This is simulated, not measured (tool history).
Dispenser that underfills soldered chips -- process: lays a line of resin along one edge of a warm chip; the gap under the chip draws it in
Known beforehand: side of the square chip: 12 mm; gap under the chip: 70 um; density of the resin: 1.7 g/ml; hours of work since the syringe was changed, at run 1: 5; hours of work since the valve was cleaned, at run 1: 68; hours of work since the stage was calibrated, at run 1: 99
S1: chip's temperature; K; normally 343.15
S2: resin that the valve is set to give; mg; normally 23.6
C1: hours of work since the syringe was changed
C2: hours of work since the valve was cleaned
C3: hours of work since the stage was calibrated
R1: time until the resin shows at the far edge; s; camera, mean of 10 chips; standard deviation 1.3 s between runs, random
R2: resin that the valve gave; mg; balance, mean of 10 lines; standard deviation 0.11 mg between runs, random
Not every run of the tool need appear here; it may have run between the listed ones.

Run 1, day 0.000: usual settings; C1 5; C2 68; C3 99. Result: R1 185.1 s, R2 22.16 mg.
Run 2, day 0.167: usual settings; C1 8; C2 71; C3 102. Result: R1 236.8 s, R2 22.10 mg.
At day 0.404: new syringe of resin.
Run 3, day 0.450: usual settings; C1 1; C2 75; C3 107. Result: R1 133.0 s, R2 22.14 mg.
Run 4, day 0.625: usual settings but S2 27.8 mg; C1 4; C2 79; C3 110. Result: R1 162.3 s, R2 26.00 mg.
Run 5, day 0.925: usual settings but S1 357.15 K, S2 27.8 mg; C1 9; C2 84; C3 116. Result: R1 131.8 s, R2 25.77 mg.
At day 1.092: new syringe of resin.
Run 6, day 1.133: usual settings but S1 357.15 K, S2 27.8 mg; C1 1; C2 87; C3 119. Result: R1 70.9 s, R2 25.74 mg.
Run 7, day 1.292: usual settings but S1 357.15 K, S2 27.8 mg; C1 4; C2 90; C3 122. Result: R1 87.7 s, R2 25.61 mg.
Run 8, day 1.504: usual settings but S1 352.15 K; C1 7; C2 94; C3 126. Result: R1 154.1 s, R2 21.60 mg.
Run 9, day 1.683: usual settings but S1 346.15 K; C1 11; C2 97; C3 129. Result: R1 253.6 s, R2 21.60 mg.
At day 1.783: new syringe of resin.
Run 10, day 1.975: usual settings but S1 346.15 K; C1 3; C2 102; C3 134. Result: R1 145.5 s, R2 21.58 mg.
Run 11, day 2.238: usual settings but S1 333.15 K, S2 26.8 mg; C1 8; C2 107; C3 139. Result: R1 371.8 s, R2 24.43 mg.
Run 12, day 2.429: usual settings but S1 333.15 K, S2 26.8 mg; C1 12; C2 110; C3 142. Result: R1 482.5 s, R2 24.10 mg.
At day 2.475: new syringe of resin.
At day 2.683: dispensing valve cleaned and set on the balance.
Run 13, day 2.762: usual settings but S1 333.15 K, S2 26.8 mg; C1 4; C2 1; C3 147. Result: R1 270.3 s, R2 26.62 mg.
Run 14, day 3.083: usual settings but S1 331.15 K, S2 26.8 mg; C1 10; C2 7; C3 153. Result: R1 474.3 s, R2 26.67 mg.
At day 3.204: new syringe of resin.
Run 15, day 3.325: usual settings but S1 333.15 K, S2 29.8 mg; C1 2; C2 11; C3 157. Result: R1 226.4 s, R2 29.48 mg.
Run 16, day 3.650: usual settings but S1 333.15 K, S2 29.8 mg; C1 8; C2 17; C3 163. Result: R1 353.0 s, R2 29.33 mg.
Run 17, day 3.779: usual settings but S1 355.15 K; C1 10; C2 19; C3 165. Result: R1 164.8 s, R2 23.17 mg.
At day 3.900: new syringe of resin.
Run 18, day 4.108: usual settings but S1 355.15 K; C1 4; C2 25; C3 170. Result: R1 98.7 s, R2 23.33 mg.
Run 19, day 4.296: usual settings but S1 354.15 K, S2 20.5 mg; C1 7; C2 28; C3 174. Result: R1 140.5 s, R2 19.98 mg.

What if the next run were any one of these 4? Each begins from the tool's condition after run 19:
Run A, day 4.512: usual settings but S1 330.15 K, S2 23.4 mg; C1 11; C2 32; C3 178. Result: R1 ?, R2 ?.
Run B, day 4.512: usual settings but S1 331.15 K, S2 28.2 mg; C1 11; C2 32; C3 178. Result: R1 ?, R2 ?.
Run C, day 4.512: usual settings but S1 331.15 K, S2 30.4 mg; C1 11; C2 32; C3 178. Result: R1 ?, R2 ?.
Run D, day 4.512: usual settings but S1 354.15 K, S2 21.5 mg; C1 11; C2 32; C3 178. Result: R1 ?, R2 ?.

run     R1     R2
  A  534.5  22.75
  B  491.4  27.36
  C  501.6  29.67
  D  184.9  20.96
What these runs would have given with no unlogged condition in the tool:
run     R1     R2
  A  221.6  23.44
  B  204.4  28.18
  C  209.5  30.56
  D   76.9  21.59

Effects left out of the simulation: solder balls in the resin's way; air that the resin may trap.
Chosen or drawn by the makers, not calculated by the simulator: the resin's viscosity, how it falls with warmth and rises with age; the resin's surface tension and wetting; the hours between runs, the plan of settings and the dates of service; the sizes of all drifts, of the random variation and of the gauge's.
